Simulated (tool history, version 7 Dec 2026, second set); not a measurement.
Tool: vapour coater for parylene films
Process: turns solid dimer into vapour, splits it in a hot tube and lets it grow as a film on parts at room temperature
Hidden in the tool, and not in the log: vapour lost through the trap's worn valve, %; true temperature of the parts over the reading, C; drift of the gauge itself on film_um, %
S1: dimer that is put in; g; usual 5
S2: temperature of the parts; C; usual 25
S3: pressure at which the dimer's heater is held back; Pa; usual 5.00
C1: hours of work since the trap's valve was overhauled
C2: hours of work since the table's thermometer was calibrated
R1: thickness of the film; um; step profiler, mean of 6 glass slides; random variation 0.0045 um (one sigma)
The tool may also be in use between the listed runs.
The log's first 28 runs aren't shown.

{"run": 29, "hour": 1408.6, "S1": 4, "S2": 18, "S3": 2.11, "C1": 226, "C2": 75, "R1": 1.313}
{"run": 30, "hour": 1460.6, "S1": 6, "S2": 24, "S3": 5.38, "C1": 251, "C2": 100, "R1": 1.217}
{"run": 31, "hour": 1506.2, "S1": 6, "S2": 24, "S3": 5.38, "C1": 273, "C2": 123, "R1": 1.217}
{"run": 32, "hour": 1568.3, "S1": 6, "S2": 32, "S3": 8.96, "C1": 304, "C2": 153, "R1": 0.766}
{"run": 33, "hour": 1618.6, "S1": 5, "S2": 17, "S3": 5.0, "C1": 328, "C2": 177, "R1": 1.361}
{"run": 34, "hour": 1693.4, "S1": 5, "S2": 33, "S3": 5.0, "C1": 365, "C2": 214, "R1": 0.684}
{"run": 35, "hour": 1745.3, "S1": 5, "S2": 25, "S3": 2.33, "C1": 390, "C2": 239, "R1": 1.141}
{"hour": 1761.9, "done": "trap's valve overhauled"}
{"run": 36, "hour": 1805.8, "S1": 5, "S2": 25, "S3": 2.33, "C1": 21, "C2": 267, "R1": 1.268}
{"run": 37, "hour": 1879.8, "S1": 3, "S2": 25, "S3": 9.25, "C1": 57, "C2": 303, "R1": 0.545}
{"run": 38, "hour": 1950.2, "S1": 6, "S2": 23, "S3": 7.28, "C1": 92, "C2": 337, "R1": 1.248}

5 ways to go on from here, each from the tool as it stands after run 38. What would each give?
{"run": "A", "hour": 2025.3, "S1": 6, "S2": 37, "S3": 5.89, "C1": 128, "C2": 374, "R1": "?"}
{"run": "B", "hour": 2025.3, "S1": 6, "S2": 35, "S3": 7.28, "C1": 128, "C2": 374, "R1": "?"}
{"run": "C", "hour": 2025.3, "S1": 5, "S2": 25, "S3": 2.39, "C1": 128, "C2": 374, "R1": "?"}
{"run": "D", "hour": 2025.3, "S1": 3, "S2": 23, "S3": 7.18, "C1": 128, "C2": 374, "R1": "?"}
{"run": "E", "hour": 2025.3, "S1": 5, "S2": 18, "S3": 7.49, "C1": 128, "C2": 374, "R1": "?"}

run=A R1=0.711
run=B R1=0.751
run=C R1=1.235
run=D R1=0.626
run=E R1=1.265
Without the tool's hidden state the same runs would have given:
run=A R1=0.722
run=B R1=0.762
run=C R1=1.254
run=D R1=0.635
run=E R1=1.284
